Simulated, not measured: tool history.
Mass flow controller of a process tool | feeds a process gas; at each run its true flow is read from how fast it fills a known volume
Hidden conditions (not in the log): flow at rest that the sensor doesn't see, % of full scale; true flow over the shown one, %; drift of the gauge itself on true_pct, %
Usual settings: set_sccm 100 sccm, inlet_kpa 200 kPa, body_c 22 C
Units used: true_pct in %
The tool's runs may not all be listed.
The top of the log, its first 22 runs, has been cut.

run,day,set_sccm,inlet_kpa,body_c,hours of work since the controller was set to zero,hours of work since the controller was changed,true_pct
23,64.312,27,149,22,2514,2514,100.76
24,67.362,27,149,22,2566,2566,100.93
25,69.667,40,165,35,2605,2605,99.93
26,71.875,65,149,22,2642,2642,100.42
27,75.100,100,169,33,2697,2697,99.81
28,77.633,100,169,33,2740,2740,99.69
29,79.317,161,276,31,2769,2769,100.74
30,81.183,161,276,31,2801,2801,100.72
31,84.025,90,200,22,2849,2849,100.69
32,87.400,90,200,22,2907,2907,100.62
33,90.708,67,177,22,2963,2963,100.61
34,93.979,44,217,29,3019,3019,100.75
35,96.858,44,196,32,3068,3068,100.39
36,99.438,166,215,21,3111,3111,101.16
37,101.900,166,215,21,3153,3153,101.09
38,103.829,166,215,21,3186,3186,101.17
39,107.558,166,249,21,3250,3250,101.33
40,111.283,193,221,21,3313,3313,101.19
41,114.088,193,221,21,3361,3361,101.12
42,115.979,56,269,22,3393,3393,101.26
43,118.638,100,200,21,3438,3438,101.00

5 ways to go on from here, each from the tool as it stands after run 43. What would each give?
A,122.567,100,200,26,3505,3505,?
B,122.567,85,146,32,3505,3505,?
C,122.567,23,200,21,3505,3505,?
D,122.567,100,141,23,3505,3505,?
E,122.567,52,200,21,3505,3505,?

run,true_pct
A,100.61
B,100.04
C,101.78
D,100.54
E,101.02
The same runs, with their run-to-run variation unchanged, on a tool lacking any hidden condition would have given:
run,true_pct
A,99.42
B,98.78
C,99.33
D,99.35
E,99.48
